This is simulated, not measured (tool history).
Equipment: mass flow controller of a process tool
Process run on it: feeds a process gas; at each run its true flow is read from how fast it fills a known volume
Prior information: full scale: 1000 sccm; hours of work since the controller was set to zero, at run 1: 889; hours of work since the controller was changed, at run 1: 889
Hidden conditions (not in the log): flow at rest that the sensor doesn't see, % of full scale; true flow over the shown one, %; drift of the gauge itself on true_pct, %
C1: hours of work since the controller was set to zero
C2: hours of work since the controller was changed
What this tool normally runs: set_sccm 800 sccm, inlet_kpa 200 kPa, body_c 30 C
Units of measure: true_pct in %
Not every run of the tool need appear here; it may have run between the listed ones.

{"run": 1, "hour": 0.0, "set_sccm": 800, "inlet_kpa": 200, "body_c": 30, "C1": 889, "C2": 889, "true_pct": 99.09}
{"run": 2, "hour": 55.3, "set_sccm": 800, "inlet_kpa": 200, "body_c": 30, "C1": 928, "C2": 928, "true_pct": 99.26}
{"run": 3, "hour": 106.4, "set_sccm": 442, "inlet_kpa": 200, "body_c": 30, "C1": 964, "C2": 964, "true_pct": 98.5}
{"run": 4, "hour": 178.3, "set_sccm": 800, "inlet_kpa": 200, "body_c": 24, "C1": 1014, "C2": 1014, "true_pct": 99.83}
{"run": 5, "hour": 249.5, "set_sccm": 800, "inlet_kpa": 200, "body_c": 30, "C1": 1063, "C2": 1063, "true_pct": 99.73}
{"run": 6, "hour": 344.9, "set_sccm": 800, "inlet_kpa": 200, "body_c": 30, "C1": 1130, "C2": 1130, "true_pct": 99.81}
{"run": 7, "hour": 418.1, "set_sccm": 800, "inlet_kpa": 200, "body_c": 30, "C1": 1181, "C2": 1181, "true_pct": 99.87}
{"run": 8, "hour": 510.3, "set_sccm": 800, "inlet_kpa": 200, "body_c": 30, "C1": 1245, "C2": 1245, "true_pct": 100.1}
{"run": 9, "hour": 608.5, "set_sccm": 800, "inlet_kpa": 200, "body_c": 30, "C1": 1314, "C2": 1314, "true_pct": 100.09}
{"run": 10, "hour": 655.5, "set_sccm": 800, "inlet_kpa": 200, "body_c": 32, "C1": 1347, "C2": 1347, "true_pct": 100.12}
{"run": 11, "hour": 723.2, "set_sccm": 800, "inlet_kpa": 200, "body_c": 32, "C1": 1394, "C2": 1394, "true_pct": 100.23}
{"run": 12, "hour": 773.8, "set_sccm": 800, "inlet_kpa": 200, "body_c": 32, "C1": 1429, "C2": 1429, "true_pct": 100.35}
{"run": 13, "hour": 852.4, "set_sccm": 800, "inlet_kpa": 200, "body_c": 32, "C1": 1484, "C2": 1484, "true_pct": 100.43}
{"run": 14, "hour": 895.1, "set_sccm": 800, "inlet_kpa": 200, "body_c": 32, "C1": 1514, "C2": 1514, "true_pct": 100.56}
{"run": 15, "hour": 987.5, "set_sccm": 800, "inlet_kpa": 200, "body_c": 32, "C1": 1578, "C2": 1578, "true_pct": 100.7}
{"hour": 995.4, "done": "gauge calibrated"}
{"run": 16, "hour": 1057.8, "set_sccm": 800, "inlet_kpa": 200, "body_c": 30, "C1": 1627, "C2": 1627, "true_pct": 99.33}
{"run": 17, "hour": 1126.8, "set_sccm": 256, "inlet_kpa": 200, "body_c": 30, "C1": 1676, "C2": 1676, "true_pct": 97.97}
{"run": 18, "hour": 1204.4, "set_sccm": 256, "inlet_kpa": 200, "body_c": 30, "C1": 1730, "C2": 1730, "true_pct": 98.23}
{"run": 19, "hour": 1279.8, "set_sccm": 217, "inlet_kpa": 200, "body_c": 30, "C1": 1782, "C2": 1782, "true_pct": 98.14}
{"run": 20, "hour": 1319.5, "set_sccm": 217, "inlet_kpa": 200, "body_c": 30, "C1": 1810, "C2": 1810, "true_pct": 98.33}
{"run": 21, "hour": 1365.5, "set_sccm": 800, "inlet_kpa": 229, "body_c": 30, "C1": 1842, "C2": 1842, "true_pct": 99.65}
{"run": 22, "hour": 1453.8, "set_sccm": 297, "inlet_kpa": 164, "body_c": 31, "C1": 1904, "C2": 1904, "true_pct": 98.82}
{"run": 23, "hour": 1495.1, "set_sccm": 263, "inlet_kpa": 164, "body_c": 25, "C1": 1933, "C2": 1933, "true_pct": 99.01}
{"run": 24, "hour": 1575.0, "set_sccm": 309, "inlet_kpa": 188, "body_c": 30, "C1": 1988, "C2": 1988, "true_pct": 99.0}
{"run": 25, "hour": 1660.8, "set_sccm": 309, "inlet_kpa": 188, "body_c": 30, "C1": 2048, "C2": 2048, "true_pct": 99.07}
{"run": 26, "hour": 1751.8, "set_sccm": 309, "inlet_kpa": 188, "body_c": 30, "C1": 2112, "C2": 2112, "true_pct": 99.19}
{"run": 27, "hour": 1837.8, "set_sccm": 649, "inlet_kpa": 277, "body_c": 32, "C1": 2172, "C2": 2172, "true_pct": 99.78}
{"run": 28, "hour": 1919.6, "set_sccm": 220, "inlet_kpa": 200, "body_c": 21, "C1": 2229, "C2": 2229, "true_pct": 99.67}
{"run": 29, "hour": 1988.8, "set_sccm": 800, "inlet_kpa": 277, "body_c": 38, "C1": 2277, "C2": 2277, "true_pct": 100.16}
{"run": 30, "hour": 2059.5, "set_sccm": 188, "inlet_kpa": 200, "body_c": 30, "C1": 2326, "C2": 2326, "true_pct": 99.26}
{"run": 31, "hour": 2147.8, "set_sccm": 421, "inlet_kpa": 200, "body_c": 26, "C1": 2388, "C2": 2388, "true_pct": 100.18}
{"run": 32, "hour": 2198.5, "set_sccm": 421, "inlet_kpa": 200, "body_c": 26, "C1": 2423, "C2": 2423, "true_pct": 100.31}
{"run": 33, "hour": 2285.8, "set_sccm": 445, "inlet_kpa": 155, "body_c": 31, "C1": 2484, "C2": 2484, "true_pct": 100.27}
{"run": 34, "hour": 2370.2, "set_sccm": 144, "inlet_kpa": 140, "body_c": 28, "C1": 2543, "C2": 2543, "true_pct": 99.9}
{"run": 35, "hour": 2456.6, "set_sccm": 144, "inlet_kpa": 140, "body_c": 28, "C1": 2603, "C2": 2603, "true_pct": 100.13}
{"run": 36, "hour": 2506.8, "set_sccm": 463, "inlet_kpa": 272, "body_c": 28, "C1": 2638, "C2": 2638, "true_pct": 100.58}
{"run": 37, "hour": 2579.1, "set_sccm": 463, "inlet_kpa": 207, "body_c": 28, "C1": 2689, "C2": 2689, "true_pct": 100.85}
{"run": 38, "hour": 2673.6, "set_sccm": 568, "inlet_kpa": 175, "body_c": 35, "C1": 2755, "C2": 2755, "true_pct": 101.14}
{"run": 39, "hour": 2758.1, "set_sccm": 191, "inlet_kpa": 200, "body_c": 40, "C1": 2814, "C2": 2814, "true_pct": 99.86}
{"run": 40, "hour": 2840.1, "set_sccm": 200, "inlet_kpa": 200, "body_c": 40, "C1": 2871, "C2": 2871, "true_pct": 100.05}
{"run": 41, "hour": 2906.5, "set_sccm": 800, "inlet_kpa": 200, "body_c": 35, "C1": 2917, "C2": 2917, "true_pct": 101.81}
{"run": 42, "hour": 2993.1, "set_sccm": 936, "inlet_kpa": 183, "body_c": 35, "C1": 2978, "C2": 2978, "true_pct": 102.37}

Consider 5 possible next runs. They are alternatives, not a sequence: every one starts from the tool as it was left by run 42. What does each give?
{"run": "A", "hour": 3074.7, "set_sccm": 192, "inlet_kpa": 183, "body_c": 35, "C1": 3035, "C2": 3035, "true_pct": "?"}
{"run": "B", "hour": 3074.7, "set_sccm": 800, "inlet_kpa": 164, "body_c": 22, "C1": 3035, "C2": 3035, "true_pct": "?"}
{"run": "C", "hour": 3074.7, "set_sccm": 217, "inlet_kpa": 222, "body_c": 26, "C1": 3035, "C2": 3035, "true_pct": "?"}
{"run": "D", "hour": 3074.7, "set_sccm": 800, "inlet_kpa": 149, "body_c": 30, "C1": 3035, "C2": 3035, "true_pct": "?"}
{"run": "E", "hour": 3074.7, "set_sccm": 936, "inlet_kpa": 183, "body_c": 35, "C1": 3035, "C2": 3035, "true_pct": "?"}

run=A true_pct=100.52
run=B true_pct=102.96
run=C true_pct=101.07
run=D true_pct=102.61
run=E true_pct=102.53
What these runs would have given with no unlogged condition in the tool:
run=A true_pct=97.34
run=B true_pct=99.72
run=C true_pct=97.88
run=D true_pct=99.38
run=E true_pct=99.30
